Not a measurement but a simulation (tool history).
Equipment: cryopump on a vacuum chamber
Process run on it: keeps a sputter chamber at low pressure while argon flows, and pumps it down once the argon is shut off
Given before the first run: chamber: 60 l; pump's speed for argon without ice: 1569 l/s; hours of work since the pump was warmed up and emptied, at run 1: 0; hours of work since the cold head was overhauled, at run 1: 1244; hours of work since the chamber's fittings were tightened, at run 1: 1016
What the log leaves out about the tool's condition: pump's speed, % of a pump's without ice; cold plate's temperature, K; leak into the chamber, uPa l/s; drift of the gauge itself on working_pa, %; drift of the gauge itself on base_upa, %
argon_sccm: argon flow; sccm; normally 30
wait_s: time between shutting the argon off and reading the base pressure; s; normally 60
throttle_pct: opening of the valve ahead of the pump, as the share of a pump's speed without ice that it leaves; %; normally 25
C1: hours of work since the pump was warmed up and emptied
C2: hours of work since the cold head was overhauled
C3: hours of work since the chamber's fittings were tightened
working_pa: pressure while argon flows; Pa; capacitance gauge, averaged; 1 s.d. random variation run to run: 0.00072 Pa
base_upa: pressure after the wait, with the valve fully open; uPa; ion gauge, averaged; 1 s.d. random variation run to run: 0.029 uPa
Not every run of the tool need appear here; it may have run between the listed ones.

Run 1, hour 0.0: usual settings; C1 0; C2 1244; C3 1016. Result: working_pa 0.1295 Pa, base_upa 1.65 uPa.
Run 2, hour 95.6: usual settings; C1 45; C2 1289; C3 1061. Result: working_pa 0.1319 Pa, base_upa 1.67 uPa.
Run 3, hour 189.0: usual settings; C1 89; C2 1334; C3 1105. Result: working_pa 0.1314 Pa, base_upa 1.74 uPa.
Run 4, hour 267.0: usual settings but throttle_pct 53 %; C1 126; C2 1370; C3 1142. Result: working_pa 0.0653 Pa, base_upa 1.68 uPa.
Run 5, hour 344.7: usual settings but throttle_pct 53 %; C1 163; C2 1407; C3 1179. Result: working_pa 0.0668 Pa, base_upa 1.68 uPa.
Run 6, hour 391.4: usual settings but wait_s 49 s; C1 185; C2 1429; C3 1201. Result: working_pa 0.1360 Pa, base_upa 2.02 uPa.
Run 7, hour 481.7: usual settings but wait_s 49 s; C1 227; C2 1472; C3 1243. Result: working_pa 0.1381 Pa, base_upa 2.06 uPa.
Run 8, hour 572.1: usual settings but wait_s 49 s; C1 270; C2 1514; C3 1286. Result: working_pa 0.1395 Pa, base_upa 2.17 uPa.
Run 9, hour 651.2: usual settings but wait_s 49 s; C1 307; C2 1552; C3 1323. Result: working_pa 0.1410 Pa, base_upa 2.18 uPa.
Run 10, hour 731.5: usual settings but wait_s 49 s; C1 345; C2 1590; C3 1361. Result: working_pa 0.1442 Pa, base_upa 2.19 uPa.
At hour 828.5: pump warmed up, emptied and cooled again.
Run 11, hour 847.5: usual settings but wait_s 49 s; C1 9; C2 1642; C3 1414. Result: working_pa 0.1302 Pa, base_upa 2.02 uPa.
Run 12, hour 944.9: usual settings but wait_s 49 s; C1 55; C2 1688; C3 1460. Result: working_pa 0.1322 Pa, base_upa 2.03 uPa.
Run 13, hour 1001.2: usual settings but wait_s 49 s, throttle_pct 46 %; C1 82; C2 1715; C3 1486. Result: working_pa 0.0735 Pa, base_upa 2.05 uPa.
Run 14, hour 1097.2: usual settings; C1 127; C2 1760; C3 1531. Result: working_pa 0.1347 Pa, base_upa 1.83 uPa.
Run 15, hour 1171.1: usual settings but wait_s 78 s; C1 162; C2 1795; C3 1566. Result: working_pa 0.1353 Pa, base_upa 1.53 uPa.
Run 16, hour 1263.4: usual settings but wait_s 78 s; C1 205; C2 1838; C3 1610. Result: working_pa 0.1371 Pa, base_upa 1.65 uPa.
Run 17, hour 1340.9: usual settings but wait_s 78 s; C1 242; C2 1875; C3 1646. Result: working_pa 0.1400 Pa, base_upa 1.55 uPa.
Run 18, hour 1413.0: usual settings but wait_s 78 s; C1 276; C2 1909; C3 1681. Result: working_pa 0.1410 Pa, base_upa 1.67 uPa.
Run 19, hour 1521.3: usual settings but wait_s 244 s; C1 327; C2 1960; C3 1732. Result: working_pa 0.1428 Pa, base_upa 1.04 uPa.
Run 20, hour 1586.3: usual settings but argon_sccm 27 sccm, wait_s 122 s, throttle_pct 49 %; C1 358; C2 1991; C3 1762. Result: working_pa 0.0731 Pa, base_upa 1.41 uPa.
At hour 1654.4: pump warmed up, emptied and cooled again.
Run 21, hour 1697.1: usual settings but wait_s 49 s; C1 20; C2 2041; C3 1812. Result: working_pa 0.1311 Pa, base_upa 2.16 uPa.
Run 22, hour 1792.9: usual settings but throttle_pct 47 %; C1 65; C2 2086; C3 1857. Result: working_pa 0.0725 Pa, base_upa 1.85 uPa.
Run 23, hour 1882.7: usual settings but wait_s 56 s, throttle_pct 24 %; C1 108; C2 2128; C3 1900. Result: working_pa 0.1379 Pa, base_upa 2.05 uPa.
Run 24, hour 1932.9: usual settings but throttle_pct 16 %; C1 131; C2 2152; C3 1924. Result: working_pa 0.2060 Pa, base_upa 1.85 uPa.
Run 25, hour 2007.9: usual settings but argon_sccm 51 sccm, throttle_pct 23 %; C1 167; C2 2188; C3 1959. Result: working_pa 0.2495 Pa, base_upa 1.93 uPa.
Run 26, hour 2065.4: usual settings but argon_sccm 20 sccm, throttle_pct 29 %; C1 194; C2 2215; C3 1986. Result: working_pa 0.0782 Pa, base_upa 1.97 uPa.
Run 27, hour 2166.1: usual settings but argon_sccm 14 sccm, wait_s 263 s, throttle_pct 26 %; C1 242; C2 2262; C3 2034. Result: working_pa 0.0625 Pa, base_upa 1.05 uPa.
Run 28, hour 2219.4: usual settings but argon_sccm 17 sccm, wait_s 146 s, throttle_pct 40 %; C1 267; C2 2287; C3 2059. Result: working_pa 0.0509 Pa, base_upa 1.33 uPa.
Run 29, hour 2274.5: usual settings but throttle_pct 22 %; C1 293; C2 2313; C3 2085. Result: working_pa 0.1592 Pa, base_upa 2.12 uPa.
Run 30, hour 2338.2: usual settings but throttle_pct 22 %; C1 323; C2 2343; C3 2115. Result: working_pa 0.1597 Pa, base_upa 2.12 uPa.
Run 31, hour 2400.0: usual settings but argon_sccm 59 sccm, throttle_pct 22 %; C1 352; C2 2373; C3 2144. Result: working_pa 0.3192 Pa, base_upa 2.12 uPa.
At hour 2479.9: pump warmed up, emptied and cooled again.
Run 32, hour 2506.9: usual settings but argon_sccm 53 sccm, throttle_pct 22 %; C1 13; C2 2421; C3 2192. Result: working_pa 0.2632 Pa, base_upa 1.90 uPa.
Run 33, hour 2619.3: usual settings but argon_sccm 17 sccm, wait_s 88 s, throttle_pct 30 %; C1 66; C2 2474; C3 2245. Result: working_pa 0.0633 Pa, base_upa 1.56 uPa.

Branching from run 33: 3 alternative next runs. What would each branch give?
Run A, hour 2682.0: usual settings but argon_sccm 40 sccm, wait_s 76 s; C1 95; C2 2503; C3 2275. Result: working_pa ?, base_upa ?.
Run B, hour 2682.0: usual settings but wait_s 22 s, throttle_pct 56 %; C1 95; C2 2503; C3 2275. Result: working_pa ?, base_upa ?.
Run C, hour 2682.0: usual settings but argon_sccm 52 sccm, wait_s 88 s, throttle_pct 30 %; C1 95; C2 2503; C3 2275. Result: working_pa ?, base_upa ?.

run  working_pa  base_upa
  A      0.1774      1.73
  B      0.0610      4.05
  C      0.1914      1.61
With no hidden state in the tool, these same runs would have given:
run  working_pa  base_upa
  A      0.1723      1.20
  B      0.0572      3.53
  C      0.1848      1.08
